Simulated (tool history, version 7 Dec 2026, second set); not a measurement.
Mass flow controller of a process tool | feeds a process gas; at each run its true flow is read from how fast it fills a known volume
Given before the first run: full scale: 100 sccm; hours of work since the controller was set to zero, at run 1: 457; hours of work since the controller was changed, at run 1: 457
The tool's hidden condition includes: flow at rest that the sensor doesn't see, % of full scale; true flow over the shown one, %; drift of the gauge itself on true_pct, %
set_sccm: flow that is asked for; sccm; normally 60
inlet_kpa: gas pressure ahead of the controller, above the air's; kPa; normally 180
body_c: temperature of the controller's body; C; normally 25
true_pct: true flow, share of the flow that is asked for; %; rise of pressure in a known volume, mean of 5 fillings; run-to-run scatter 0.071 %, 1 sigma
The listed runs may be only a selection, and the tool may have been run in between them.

run,hour,set_sccm,inlet_kpa,body_c,hours of work since the controller was set to zero,hours of work since the controller was changed,true_pct
1,0.0,60,180,25,457,457,99.89
2,95.7,60,180,25,499,499,99.71
3,180.0,60,180,25,536,536,99.72
4,269.8,60,205,25,576,576,99.55
5,399.2,35,180,25,632,632,99.62
6,547.7,35,180,25,698,698,99.52
7,738.1,14,180,25,781,781,99.44
8,833.4,14,180,25,823,823,99.38
9,919.4,14,180,25,861,861,99.33
10,1099.7,60,180,25,940,940,99.51
11,1190.5,60,180,25,980,980,99.46
12,1348.3,60,180,25,1049,1049,99.33
13,1538.3,60,180,25,1132,1132,99.27
14,1698.9,60,180,25,1203,1203,99.18
15,1862.2,60,180,25,1274,1274,99.26
16,1945.4,60,180,25,1311,1311,99.10
17,2071.8,97,180,25,1366,1366,99.31
18,2232.8,35,180,25,1437,1437,98.95
19,2356.7,35,180,20,1491,1491,98.70
20,2478.6,60,180,25,1545,1545,99.00
21,2563.9,60,180,25,1582,1582,98.97
22,2697.4,60,180,25,1641,1641,98.92
23,2803.8,60,180,28,1688,1688,98.93
24,2909.3,60,180,28,1734,1734,98.82
25,2989.2,60,180,25,1769,1769,98.88
26,3160.1,60,241,38,1844,1844,99.39
27,3280.0,25,241,38,1897,1897,99.01
28,3417.7,38,235,34,1957,1957,98.82
29,3596.9,92,250,32,2036,2036,98.93
30,3678.4,91,192,25,2072,2072,98.60
31,3761.4,91,143,22,2108,2108,98.60
32,3899.4,16,261,35,2169,2169,98.64
33,4006.4,16,261,35,2215,2215,98.44
34,4135.1,37,225,39,2272,2272,98.83
35,4262.4,37,225,39,2328,2328,98.75
36,4343.0,37,225,39,2363,2363,98.71
37,4448.7,60,165,24,2410,2410,98.34
38,4592.3,12,180,26,2473,2473,98.00
39,4765.7,81,250,36,2549,2549,98.58
40,4868.5,29,160,23,2594,2594,97.71
41,5045.4,23,256,39,2671,2671,98.35
# hour 5104.4: gauge calibrated
42,5129.6,23,196,39,2708,2708,100.35
43,5270.3,23,196,39,2770,2770,100.27
44,5372.2,17,180,25,2815,2815,99.59
45,5558.4,17,180,25,2897,2897,99.55
46,5711.4,79,269,26,2964,2964,99.57
47,5842.9,79,269,26,3022,3022,99.55
48,5988.5,60,149,27,3085,3085,99.80
49,6158.4,60,180,36,3160,3160,100.01

Branching from run 49: 3 alternative next runs. What would each branch give?
A,6295.3,13,211,28,3220,3220,?
B,6295.3,20,204,25,3220,3220,?
C,6295.3,11,180,36,3220,3220,?

run,true_pct
A,99.30
B,99.21
C,99.77
Without the tool's unlogged condition, the same runs would have read:
run,true_pct
A,99.75
B,99.66
C,100.23

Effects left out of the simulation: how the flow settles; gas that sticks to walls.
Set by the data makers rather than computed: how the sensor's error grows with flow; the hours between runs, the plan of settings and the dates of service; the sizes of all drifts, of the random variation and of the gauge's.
